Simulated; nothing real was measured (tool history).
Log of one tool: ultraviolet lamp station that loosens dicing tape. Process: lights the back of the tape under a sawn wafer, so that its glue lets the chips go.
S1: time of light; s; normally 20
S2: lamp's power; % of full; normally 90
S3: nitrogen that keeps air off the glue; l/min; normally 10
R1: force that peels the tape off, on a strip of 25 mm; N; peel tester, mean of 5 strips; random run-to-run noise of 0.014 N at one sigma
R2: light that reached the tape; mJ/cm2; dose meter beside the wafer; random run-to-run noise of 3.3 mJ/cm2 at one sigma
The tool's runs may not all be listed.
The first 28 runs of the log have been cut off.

run	hour	S1	S2	S3	R1	R2
29	1461.0	20	74	10	0.933	423
30	1504.9	20	90	7	0.801	514
# hour 1527.3: window cleaned of glue's vapour
31	1539.5	29	83	10	0.429	694
32	1608.2	20	80	3	1.585	465
33	1678.2	20	90	8	0.747	518
34	1750.9	38	90	5	0.369	986
35	1812.7	12	90	5	1.946	311
36	1883.9	20	68	10	1.013	392
37	1927.7	20	68	10	1.063	389
# hour 1979.7: lamp changed
38	1982.0	20	82	12	0.703	471
39	2040.5	20	82	12	0.707	469
40	2103.8	18	67	13	1.087	343
41	2175.0	18	92	14	0.643	481
42	2239.9	10	65	19	2.040	187
43	2280.0	31	86	19	0.300	752
44	2358.0	14	75	10	1.460	304

Forecast each of these 3 alternatives for the next run:
A	2405.3	14	77	6	?	?
B	2405.3	22	75	15	?	?
C	2405.3	22	90	10	?	?

run	R1	R2
A	1.814	313
B	0.607	476
C	0.564	571
With the hidden condition removed and each run's random variation left untouched, the same runs would have given:
run	R1	R2
A	1.812	314
B	0.606	477
C	0.563	572
